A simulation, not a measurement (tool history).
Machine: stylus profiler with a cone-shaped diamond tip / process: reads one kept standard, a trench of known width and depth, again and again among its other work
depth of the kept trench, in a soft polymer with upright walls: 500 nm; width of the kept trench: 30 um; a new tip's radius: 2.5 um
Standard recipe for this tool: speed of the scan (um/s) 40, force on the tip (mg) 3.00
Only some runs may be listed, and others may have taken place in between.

run	hour	speed of the scan (um/s)	force on the tip (mg)	depth of the trench (Å)	width of the trench's floor (um)
1	0.0	40	3.00	5076.5	26.81
2	22.0	40	3.00	5075.2	26.95
3	41.1	40	3.00	5077.1	26.95
4	75.8	40	3.00	5076.7	26.90
5	100.4	40	3.00	5075.0	26.88
6	132.7	40	3.00	5074.9	26.89
7	161.8	40	3.00	5076.2	26.91
8	193.1	40	2.76	5073.6	26.84
9	231.2	40	2.76	5071.1	26.92
10	258.6	40	3.00	5075.9	26.90
11	276.6	40	3.00	5075.2	26.90
12	311.8	40	3.00	5074.5	26.90
13	342.1	40	8.78	5155.0	26.94
14	359.0	52	8.78	5152.6	26.90
15	378.0	40	3.00	5075.1	26.91
16	415.1	40	3.00	5075.7	26.88
17	432.6	13	3.00	5075.2	26.93
18	456.3	13	3.00	5074.8	26.97
19	487.8	13	3.00	5073.6	26.95
20	519.0	13	3.00	5074.2	26.93
21	539.2	13	3.00	5075.3	26.93
22	555.2	13	3.00	5073.3	26.94
23	591.7	11	3.29	5080.2	27.02
24	607.8	99	3.64	5085.8	26.77
25	638.6	104	3.57	5081.4	26.73
26	658.7	10	2.09	5058.1	26.96
27	687.6	10	2.09	5058.2	26.94
28	709.8	40	3.31	5080.2	26.91
29	742.0	36	2.12	5059.9	26.88
30	772.2	12	3.45	5082.2	26.94
31	795.8	40	2.82	5072.1	26.90
32	823.4	40	3.80	5087.4	26.85
33	857.7	17	1.09	5039.9	26.90
34	880.5	17	1.09	5038.8	26.94
35	896.9	150	2.05	5059.2	26.52
36	927.8	10	4.66	5099.4	27.00
37	949.8	65	1.24	5040.4	26.75
38	972.1	19	1.24	5040.2	26.94
39	1007.0	13	1.59	5047.1	26.93
40	1029.5	13	1.59	5049.1	26.95
41	1053.2	65	1.63	5051.1	26.75
42	1089.9	65	1.63	5050.7	26.78
43	1123.1	12	2.15	5060.9	26.96
44	1151.8	64	4.20	5094.2	26.88

Predict each of these 3 candidate next runs independently; none follows another, all start after run 44:
A	1167.4	40	2.21	?	?
B	1167.4	40	2.76	?	?
C	1167.4	42	1.80	?	?

run	depth of the trench (Å)	width of the trench's floor (um)
A	5060.9	26.85
B	5070.2	26.91
C	5057.7	26.86
What these runs would have given with no unlogged condition in the tool:
run	depth of the trench (Å)	width of the trench's floor (um)
A	5060.8	26.86
B	5070.1	26.93
C	5057.5	26.87
